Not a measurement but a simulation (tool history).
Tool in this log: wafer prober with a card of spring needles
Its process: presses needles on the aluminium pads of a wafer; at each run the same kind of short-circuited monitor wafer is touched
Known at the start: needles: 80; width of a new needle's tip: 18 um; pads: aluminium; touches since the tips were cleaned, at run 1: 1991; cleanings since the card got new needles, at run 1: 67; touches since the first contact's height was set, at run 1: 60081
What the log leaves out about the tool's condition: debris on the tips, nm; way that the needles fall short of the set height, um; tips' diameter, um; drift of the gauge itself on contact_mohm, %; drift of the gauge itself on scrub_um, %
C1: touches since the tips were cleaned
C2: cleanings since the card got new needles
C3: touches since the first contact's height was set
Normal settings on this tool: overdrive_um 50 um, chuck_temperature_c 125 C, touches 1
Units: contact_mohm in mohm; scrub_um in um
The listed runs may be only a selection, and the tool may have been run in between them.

Run 1, hour 0: usual settings; C1 1991; C2 67; C3 60081. Result: contact_mohm 230 mohm, scrub_um 8.19 um.
At hour 4.9: tips cleaned on abrasive film.
At hour 13.5: tips cleaned on abrasive film.
Run 2, hour 21: usual settings; C1 3216; C2 69; C3 69029. Result: contact_mohm 226 mohm, scrub_um 8.21 um.
At hour 22.9: tips cleaned on abrasive film.
At hour 32: tips cleaned on abrasive film.
Run 3, hour 35.9: usual settings but chuck_temperature_c 50 C; C1 1689; C2 71; C3 75377. Result: contact_mohm 212 mohm, scrub_um 8.04 um.
At hour 40.6: tips cleaned on abrasive film.
At hour 50.3: tips cleaned on abrasive film.
At hour 59: tips cleaned on abrasive film.
Run 4, hour 59.2: usual settings but touches 3; C1 82; C2 74; C3 85265. Result: contact_mohm 233 mohm, scrub_um 8.1 um.
At hour 67.4: tips cleaned on abrasive film.
At hour 77.2: tips cleaned on abrasive film.
Run 5, hour 82.6: usual settings; C1 2336; C2 76; C3 95284. Result: contact_mohm 231 mohm, scrub_um 8.18 um.
At hour 87.2: tips cleaned on abrasive film.
At hour 96.4: tips cleaned on abrasive film.
Run 6, hour 96.4: usual settings but chuck_temperature_c 41 C; C1 0; C2 78; C3 101154. Result: contact_mohm 213 mohm, scrub_um 7.88 um.
At hour 104.8: tips cleaned on abrasive film.
Run 7, hour 110.9: usual settings but chuck_temperature_c 41 C; C1 2609; C2 79; C3 107336. Result: contact_mohm 209 mohm, scrub_um 8.11 um.
At hour 114.4: tips cleaned on abrasive film.
At hour 123.2: tips cleaned on abrasive film.
Run 8, hour 128.3: usual settings but chuck_temperature_c 112 C; C1 2177; C2 81; C3 114739. Result: contact_mohm 229 mohm, scrub_um 8.07 um.
At hour 132.1: tips cleaned on abrasive film.
At hour 140.5: tips cleaned on abrasive film.
At hour 149.6: tips cleaned on abrasive film.
Run 9, hour 149.9: usual settings but chuck_temperature_c 112 C; C1 127; C2 84; C3 123937. Result: contact_mohm 229 mohm, scrub_um 7.91 um.
At hour 157.9: tips cleaned on abrasive film.
Run 10, hour 161: usual settings but chuck_temperature_c 112 C; C1 1336; C2 85; C3 128684. Result: contact_mohm 227 mohm, scrub_um 8.19 um.
At hour 167.4: tips cleaned on abrasive film.
Run 11, hour 172.6: usual settings but chuck_temperature_c 71 C; C1 2230; C2 86; C3 133617. Result: contact_mohm 218 mohm, scrub_um 8.3 um.
At hour 177: tips cleaned on abrasive film.
Run 12, hour 184.1: usual settings but chuck_temperature_c 71 C; C1 3056; C2 87; C3 138541. Result: contact_mohm 215 mohm, scrub_um 7.94 um.
At hour 186.3: tips cleaned on abrasive film.
At hour 194.6: tips cleaned on abrasive film.
Run 13, hour 202.4: usual settings but chuck_temperature_c 71 C; C1 3356; C2 89; C3 146347. Result: contact_mohm 218 mohm, scrub_um 8.34 um.
At hour 203.6: tips cleaned on abrasive film.
At hour 212.4: tips cleaned on abrasive film.
Run 14, hour 213: usual settings but chuck_temperature_c 71 C; C1 273; C2 91; C3 150817. Result: contact_mohm 219 mohm, scrub_um 8 um.
At hour 220.9: tips cleaned on abrasive film.
At hour 231: tips cleaned on abrasive film.
Run 15, hour 237.6: usual settings but chuck_temperature_c 71 C, touches 3; C1 2852; C2 93; C3 161326. Result: contact_mohm 218 mohm, scrub_um 7.96 um.
At hour 239.3: tips cleaned on abrasive film.
At hour 247.5: tips cleaned on abrasive film.
At hour 256.1: tips cleaned on abrasive film.
Run 16, hour 262.1: usual settings but overdrive_um 31 um, chuck_temperature_c 71 C, touches 3; C1 2593; C2 96; C3 171771. Result: contact_mohm 226 mohm, scrub_um 4.93 um.
At hour 265.3: tips cleaned on abrasive film.
Run 17, hour 272.4: usual settings but overdrive_um 65 um, chuck_temperature_c 49 C, touches 2; C1 3037; C2 97; C3 176144. Result: contact_mohm 209 mohm, scrub_um 10.5 um.
At hour 275.6: tips cleaned on abrasive film.
At hour 284.2: tips cleaned on abrasive film.
At hour 294.2: tips cleaned on abrasive film.
Run 18, hour 296: usual settings but overdrive_um 33 um, chuck_temperature_c 56 C; C1 748; C2 100; C3 186184. Result: contact_mohm 223 mohm, scrub_um 5.27 um.
At hour 304.5: tips cleaned on abrasive film.
At hour 313.9: tips cleaned on abrasive film.
Run 19, hour 319.9: usual settings but touches 2; C1 2591; C2 102; C3 196396. Result: contact_mohm 230 mohm, scrub_um 7.99 um.
At hour 322.7: tips cleaned on abrasive film.
At hour 331: tips cleaned on abrasive film.
Run 20, hour 335.2: usual settings but chuck_temperature_c 35 C, touches 3; C1 1828; C2 104; C3 202916. Result: contact_mohm 209 mohm, scrub_um 8.1 um.
At hour 339.8: tips cleaned on abrasive film.
At hour 348.1: tips cleaned on abrasive film.
At hour 353.3: height of the first contact set anew.
Run 21, hour 354.2: usual settings but chuck_temperature_c 35 C, touches 3; C1 2459; C2 106; C3 376. Result: contact_mohm 208 mohm, scrub_um 8.4 um.
At hour 356.9: tips cleaned on abrasive film.
At hour 366.9: tips cleaned on abrasive film.
Run 22, hour 372.5: usual settings but chuck_temperature_c 35 C, touches 3; C1 2427; C2 108; C3 8214. Result: contact_mohm 211 mohm, scrub_um 8.21 um.
At hour 376.5: tips cleaned on abrasive film.
At hour 385.4: tips cleaned on abrasive film.
Run 23, hour 393: usual settings but chuck_temperature_c 35 C, touches 3; C1 3261; C2 110; C3 16944. Result: contact_mohm 212 mohm, scrub_um 8.31 um.
At hour 394.2: tips cleaned on abrasive film.
At hour 403.2: tips cleaned on abrasive film.
At hour 412.8: tips cleaned on abrasive film.
Run 24, hour 416.7: usual settings but overdrive_um 61 um, chuck_temperature_c 25 C, touches 2; C1 1684; C2 113; C3 27028. Result: contact_mohm 205 mohm, scrub_um 9.62 um.
At hour 421.3: tips cleaned on abrasive film.
At hour 429.9: tips cleaned on abrasive film.
Run 25, hour 429.9: usual settings but overdrive_um 61 um, chuck_temperature_c 42 C, touches 2; C1 0; C2 115; C3 32610. Result: contact_mohm 208 mohm, scrub_um 10.07 um.
At hour 440.2: tips cleaned on abrasive film.
Run 26, hour 446.5: usual settings but chuck_temperature_c 72 C; C1 2728; C2 116; C3 39732. Result: contact_mohm 219 mohm, scrub_um 8.32 um.
At hour 448.7: tips cleaned on abrasive film.
At hour 457.7: tips cleaned on abrasive film.
Run 27, hour 463.2: usual settings but chuck_temperature_c 72 C; C1 2359; C2 118; C3 46836. Result: contact_mohm 219 mohm, scrub_um 8.17 um.
At hour 466.4: tips cleaned on abrasive film.
At hour 474.9: tips cleaned on abrasive film.
Run 28, hour 479: usual settings but chuck_temperature_c 72 C; C1 1794; C2 120; C3 53584. Result: contact_mohm 219 mohm, scrub_um 8.18 um.
At hour 485: tips cleaned on abrasive film.
At hour 493.3: tips cleaned on abrasive film.
Run 29, hour 497: usual settings but chuck_temperature_c 72 C; C1 1595; C2 122; C3 61246. Result: contact_mohm 218 mohm, scrub_um 8 um.

Alternative continuations, all from the tool just after run 29; predict every row:
At hour 502.8: tips cleaned on abrasive film.
Run A, hour 509.4: usual settings but chuck_temperature_c 60 C; C1 2874; C2 123; C3 66551. Result: contact_mohm ?, scrub_um ?.
At hour 502.8: tips cleaned on abrasive film.
Run B, hour 509.4: usual settings but overdrive_um 70 um; C1 2874; C2 123; C3 66551. Result: contact_mohm ?, scrub_um ?.
At hour 502.8: tips cleaned on abrasive film.
Run C, hour 509.4: usual settings but overdrive_um 36 um; C1 2874; C2 123; C3 66551. Result: contact_mohm ?, scrub_um ?.
At hour 502.8: tips cleaned on abrasive film.
Run D, hour 509.4: usual settings but overdrive_um 56 um, chuck_temperature_c 123 C, touches 2; C1 2874; C2 123; C3 66551. Result: contact_mohm ?, scrub_um ?.

run  contact_mohm  scrub_um
  A           215      8.11
  B           231     11.48
  C           240      5.89
  D           228      9.28
With the hidden condition removed and each run's random variation left untouched, the same runs would have given:
run  contact_mohm  scrub_um
  A           215      8.12
  B           230     11.48
  C           239      5.89
  D           228      9.29

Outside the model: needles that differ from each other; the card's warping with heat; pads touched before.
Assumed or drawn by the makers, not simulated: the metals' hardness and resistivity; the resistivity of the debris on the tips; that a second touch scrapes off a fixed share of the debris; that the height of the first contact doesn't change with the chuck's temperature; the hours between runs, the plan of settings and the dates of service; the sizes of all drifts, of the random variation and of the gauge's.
